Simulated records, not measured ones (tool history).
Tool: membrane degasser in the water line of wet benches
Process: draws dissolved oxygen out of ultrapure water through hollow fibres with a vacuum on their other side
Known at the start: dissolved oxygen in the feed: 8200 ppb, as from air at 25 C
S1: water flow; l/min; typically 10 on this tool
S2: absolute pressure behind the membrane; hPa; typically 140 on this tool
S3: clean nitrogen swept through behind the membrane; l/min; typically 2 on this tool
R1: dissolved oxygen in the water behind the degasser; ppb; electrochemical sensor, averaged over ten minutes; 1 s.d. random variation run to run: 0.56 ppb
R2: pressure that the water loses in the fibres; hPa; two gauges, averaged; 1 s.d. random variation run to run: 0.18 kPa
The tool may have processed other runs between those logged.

{"run": 1, "hour": 0.0, "S1": 10, "S2": 140, "S3": 2, "R1": 139.9, "R2": 354.9}
{"run": 2, "hour": 40.7, "S1": 10, "S2": 140, "S3": 2.45, "R1": 115.7, "R2": 349.7}
{"run": 3, "hour": 79.9, "S1": 10, "S2": 140, "S3": 2.45, "R1": 115.6, "R2": 347.8}
{"run": 4, "hour": 113.0, "S1": 10, "S2": 140, "S3": 2.45, "R1": 115.3, "R2": 349.8}
{"run": 5, "hour": 151.8, "S1": 10, "S2": 184, "S3": 2, "R1": 193.5, "R2": 351.1}
{"run": 6, "hour": 196.2, "S1": 12, "S2": 140, "S3": 2, "R1": 169.8, "R2": 422.2}
{"run": 7, "hour": 231.2, "S1": 10, "S2": 140, "S3": 4.55, "R1": 64.1, "R2": 352.7}
{"run": 8, "hour": 255.8, "S1": 7, "S2": 108, "S3": 3.21, "R1": 45.2, "R2": 249.9}
{"run": 9, "hour": 282.2, "S1": 9, "S2": 140, "S3": 0.9, "R1": 263.8, "R2": 319}
{"run": 10, "hour": 320.5, "S1": 9, "S2": 140, "S3": 0.89, "R1": 266.5, "R2": 319.8}
{"run": 11, "hour": 354.4, "S1": 12, "S2": 140, "S3": 2, "R1": 169.8, "R2": 424.6}
{"run": 12, "hour": 379.6, "S1": 12, "S2": 140, "S3": 2, "R1": 168.5, "R2": 419.3}
{"run": 13, "hour": 429.9, "S1": 8, "S2": 140, "S3": 0.9, "R1": 236.8, "R2": 281.9}
{"run": 14, "hour": 462.6, "S1": 11, "S2": 140, "S3": 4.09, "R1": 80.5, "R2": 389.7}

What if the next run were any one of these 5? Each begins from the tool's condition after run 14:
{"run": "A", "hour": 489.4, "S1": 8, "S2": 311, "S3": 1.19, "R1": "?", "R2": "?"}
{"run": "B", "hour": 489.4, "S1": 9, "S2": 140, "S3": 4.09, "R1": "?", "R2": "?"}
{"run": "C", "hour": 489.4, "S1": 8, "S2": 85, "S3": 2.49, "R1": "?", "R2": "?"}
{"run": "D", "hour": 489.4, "S1": 16, "S2": 240, "S3": 1.67, "R1": "?", "R2": "?"}
{"run": "E", "hour": 489.4, "S1": 7, "S2": 259, "S3": 2, "R1": "?", "R2": "?"}

run=A R1=455 R2=285.6
run=B R1=63.7 R2=312.9
run=C R1=46.1 R2=284.3
run=D R1=492.4 R2=563.9
run=E R1=205.1 R2=247.1
What these runs would have given with no unlogged condition in the tool:
run=A R1=431 R2=283.8
run=B R1=59.8 R2=310.8
run=C R1=42.5 R2=282.5
run=D R1=478 R2=560.2
run=E R1=191.7 R2=245.5

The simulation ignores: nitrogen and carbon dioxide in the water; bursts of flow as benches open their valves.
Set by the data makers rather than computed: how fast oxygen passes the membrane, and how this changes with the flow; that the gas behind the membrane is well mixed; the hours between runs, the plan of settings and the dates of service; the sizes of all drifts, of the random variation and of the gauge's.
